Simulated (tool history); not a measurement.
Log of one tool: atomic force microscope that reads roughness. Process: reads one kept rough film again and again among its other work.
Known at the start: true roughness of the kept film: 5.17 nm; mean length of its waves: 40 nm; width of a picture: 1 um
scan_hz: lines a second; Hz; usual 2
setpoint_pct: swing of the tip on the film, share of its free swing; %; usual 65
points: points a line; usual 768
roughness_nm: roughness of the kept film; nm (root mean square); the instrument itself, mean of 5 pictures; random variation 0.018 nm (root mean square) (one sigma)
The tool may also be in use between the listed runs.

Run 1, day 0: usual settings. Result: roughness_nm 4.349 nm (root mean square).
At day 1.208: new tip fitted.
Run 2, day 1.362: usual settings. Result: roughness_nm 4.359 nm (root mean square).
Run 3, day 2.067: usual settings. Result: roughness_nm 4.381 nm (root mean square).
At day 2.862: new tip fitted.
Run 4, day 3.592: usual settings. Result: roughness_nm 4.36 nm (root mean square).
At day 4.425: new tip fitted.
Run 5, day 4.738: usual settings. Result: roughness_nm 4.355 nm (root mean square).
Run 6, day 5.479: usual settings but scan_hz 1.64 Hz. Result: roughness_nm 4.412 nm (root mean square).
At day 6.079: new tip fitted.
Run 7, day 6.783: usual settings but scan_hz 1.64 Hz. Result: roughness_nm 4.435 nm (root mean square).
At day 7.742: new tip fitted.
Run 8, day 8.196: usual settings. Result: roughness_nm 4.355 nm (root mean square).
Run 9, day 8.825: usual settings. Result: roughness_nm 4.299 nm (root mean square).
At day 9.329: new tip fitted.
Run 10, day 9.821: usual settings. Result: roughness_nm 4.365 nm (root mean square).
At day 10.95: new tip fitted.
Run 11, day 11.133: usual settings. Result: roughness_nm 4.339 nm (root mean square).
Run 12, day 11.833: usual settings but points 374. Result: roughness_nm 4.363 nm (root mean square).
At day 12.621: new tip fitted.
Run 13, day 12.879: usual settings but points 737. Result: roughness_nm 4.388 nm (root mean square).
Run 14, day 14.117: usual settings. Result: roughness_nm 4.332 nm (root mean square).
At day 14.229: new tip fitted.
Run 15, day 15.158: usual settings but setpoint_pct 70 %. Result: roughness_nm 4.23 nm (root mean square).
At day 15.779: new tip fitted.
Run 16, day 15.779: usual settings but scan_hz 3.98 Hz, setpoint_pct 70 %. Result: roughness_nm 3.84 nm (root mean square).
Run 17, day 17.1: usual settings but scan_hz 3.98 Hz, setpoint_pct 70 %. Result: roughness_nm 3.81 nm (root mean square).
At day 17.404: new tip fitted.
Run 18, day 18.571: usual settings but scan_hz 3.98 Hz, setpoint_pct 70 %. Result: roughness_nm 3.828 nm (root mean square).
At day 18.988: new tip fitted.
Run 19, day 20.062: usual settings but points 642. Result: roughness_nm 4.379 nm (root mean square).
At day 20.625: new tip fitted.
Run 20, day 21.533: usual settings but points 642. Result: roughness_nm 4.322 nm (root mean square).
At day 22.238: new tip fitted.
Run 21, day 22.688: usual settings. Result: roughness_nm 4.385 nm (root mean square).
Run 22, day 23.521: usual settings but scan_hz 0.68 Hz. Result: roughness_nm 4.6 nm (root mean square).
At day 23.833: new tip fitted.
Run 23, day 24.817: usual settings but scan_hz 0.68 Hz. Result: roughness_nm 4.594 nm (root mean square).
At day 25.496: new tip fitted.
Run 24, day 25.692: usual settings but scan_hz 0.77 Hz. Result: roughness_nm 4.606 nm (root mean square).
Run 25, day 26.567: usual settings but scan_hz 0.77 Hz. Result: roughness_nm 4.581 nm (root mean square).
At day 27.129: new tip fitted.
Run 26, day 27.571: usual settings but scan_hz 0.77 Hz. Result: roughness_nm 4.581 nm (root mean square).
At day 28.75: new tip fitted.
Run 27, day 28.971: usual settings but scan_hz 0.77 Hz, setpoint_pct 60 %, points 348. Result: roughness_nm 4.614 nm (root mean square).
At day 30.379: new tip fitted.
Run 28, day 30.388: usual settings but scan_hz 0.64 Hz. Result: roughness_nm 4.631 nm (root mean square).
Run 29, day 31.446: usual settings but setpoint_pct 69 %. Result: roughness_nm 4.286 nm (root mean square).
At day 31.996: new tip fitted.
Run 30, day 32.338: usual settings but setpoint_pct 69 %. Result: roughness_nm 4.246 nm (root mean square).
Run 31, day 33.429: usual settings but scan_hz 1.16 Hz, setpoint_pct 64 %. Result: roughness_nm 4.512 nm (root mean square).
At day 33.571: new tip fitted.
Run 32, day 34.875: usual settings but scan_hz 1.16 Hz, setpoint_pct 64 %. Result: roughness_nm 4.474 nm (root mean square).
At day 35.2: new tip fitted.
Run 33, day 35.546: usual settings but scan_hz 0.85 Hz, setpoint_pct 69 %. Result: roughness_nm 4.499 nm (root mean square).
At day 36.796: new tip fitted.
Run 34, day 36.871: usual settings but scan_hz 2.3 Hz, setpoint_pct 72 %, points 868. Result: roughness_nm 4.112 nm (root mean square).
Run 35, day 37.612: usual settings but scan_hz 0.97 Hz, setpoint_pct 81 %, points 929. Result: roughness_nm 4.289 nm (root mean square).
At day 38.458: new tip fitted.
Run 36, day 38.721: usual settings but scan_hz 0.97 Hz, setpoint_pct 81 %, points 929. Result: roughness_nm 4.294 nm (root mean square).
At day 40.029: new tip fitted.
Run 37, day 40.029: usual settings but setpoint_pct 62 %. Result: roughness_nm 4.416 nm (root mean square).
Run 38, day 41.071: usual settings but setpoint_pct 62 %, points 372. Result: roughness_nm 4.425 nm (root mean square).
At day 41.642: new tip fitted.
Run 39, day 41.733: usual settings but setpoint_pct 60 %. Result: roughness_nm 4.464 nm (root mean square).
Run 40, day 42.446: usual settings but setpoint_pct 60 %. Result: roughness_nm 4.398 nm (root mean square).
At day 43.246: new tip fitted.
Run 41, day 43.667: usual settings but scan_hz 0.56 Hz, setpoint_pct 60 %. Result: roughness_nm 4.666 nm (root mean square).
Run 42, day 44.567: usual settings but scan_hz 1.27 Hz, setpoint_pct 87 %. Result: roughness_nm 3.995 nm (root mean square).
At day 44.867: new tip fitted.
Run 43, day 46.021: usual settings but scan_hz 3.54 Hz, points 835. Result: roughness_nm 4.101 nm (root mean square).
At day 46.454: new tip fitted.
Run 44, day 46.654: usual settings but scan_hz 2.65 Hz, setpoint_pct 68 %, points 404. Result: roughness_nm 4.16 nm (root mean square).
At day 48.008: new tip fitted.
Run 45, day 48.117: usual settings but scan_hz 0.75 Hz, setpoint_pct 63 %, points 940. Result: roughness_nm 4.633 nm (root mean square).
Run 46, day 49.504: usual settings but setpoint_pct 78 %, points 280. Result: roughness_nm 4.003 nm (root mean square).
At day 49.662: new tip fitted.
Run 47, day 50.612: usual settings but setpoint_pct 78 %, points 651. Result: roughness_nm 3.984 nm (root mean square).
At day 51.321: new tip fitted.
Run 48, day 51.854: usual settings but scan_hz 0.67 Hz, points 741. Result: roughness_nm 4.626 nm (root mean square).
At day 52.925: new tip fitted.
Run 49, day 53.133: usual settings but scan_hz 1.43 Hz, points 524. Result: roughness_nm 4.457 nm (root mean square).
At day 54.533: new tip fitted.
Run 50, day 54.604: usual settings but scan_hz 2.28 Hz, setpoint_pct 84 %, points 281. Result: roughness_nm 3.698 nm (root mean square).

3 ways to go on from here, each from the tool as it stands after run 50. What would each give?
Run A, day 55.554: usual settings but scan_hz 1.37 Hz, setpoint_pct 84 %, points 281. Result: roughness_nm ?.
Run B, day 55.554: usual settings but scan_hz 0.53 Hz, setpoint_pct 57 %, points 391. Result: roughness_nm ?.
Run C, day 55.554: usual settings but scan_hz 1.59 Hz. Result: roughness_nm ?.

run  roughness_nm
  A          4.02
  B         4.631
  C         4.388
Without the tool's hidden state the same runs would have given:
run  roughness_nm
  A         4.027
  B         4.639
  C         4.396
